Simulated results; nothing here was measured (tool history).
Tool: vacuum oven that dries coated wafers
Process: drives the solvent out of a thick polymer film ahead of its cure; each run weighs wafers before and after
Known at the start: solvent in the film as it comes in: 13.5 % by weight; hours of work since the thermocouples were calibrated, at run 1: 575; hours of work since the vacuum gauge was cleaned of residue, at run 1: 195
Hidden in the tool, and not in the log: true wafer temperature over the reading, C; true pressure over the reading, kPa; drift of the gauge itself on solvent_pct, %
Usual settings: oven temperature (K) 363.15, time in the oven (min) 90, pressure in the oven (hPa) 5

run   hour  oven temperature (K)  time in the oven (min)  pressure in the oven (hPa)  hours of work since the thermocouples were calibrated  hours of work since the vacuum gauge was cleaned of residue  solvent left in the film (%)
  1      0                363.15                      90                           5                                                    575                                                          195                          2.14
  2   14.8                363.15                      90                       11.82                                                    582                                                          203                          2.88
  3   23.5                363.15                      90                        8.19                                                    586                                                          207                           2.5
  4   33.6                363.15                      90                           5                                                    591                                                          212                          2.12
  5   49.3                363.15                      90                           5                                                    599                                                          220                          2.18
  6   64.8                363.15                      90                           5                                                    607                                                          227                          2.16
  7   78.4                363.15                      90                           5                                                    614                                                          234                          2.19
  8   95.4                371.15                      90                           5                                                    622                                                          242                          0.83
  9  107.6                371.15                      90                           5                                                    628                                                          248                          0.77
 10  123.9                371.15                      90                           5                                                    636                                                          256                          0.77
     127.5  -- oven's thermocouples calibrated
 11  139.5                371.15                      52                           5                                                      6                                                          263                          1.74
 12  149.2                371.15                      52                           5                                                     11                                                          268                          1.75
 13  161.3                371.15                      52                           5                                                     17                                                          274                          1.75
 14  169.7                373.15                      83                       13.33                                                     21                                                          278                          1.22
 15  181.1                375.15                      73                        3.11                                                     26                                                          284                          0.52
 16  192.3                363.15                      90                          15                                                     32                                                          289                          2.93
 17  211.2                363.15                      90                          15                                                     41                                                          299                          2.96
 18  223.4                363.15                      90                          15                                                     47                                                          305                           2.9

The next listed run, before its measurement:
       234  -- oven's thermocouples calibrated, once more
 19  236.8                363.15                      90                          15                                                      1                                                          310                             ?

{"run 19": {"solvent left in the film (%)": 3.38}}
Without the tool's hidden state the same run would have given solvent left in the film (%) 3.23.
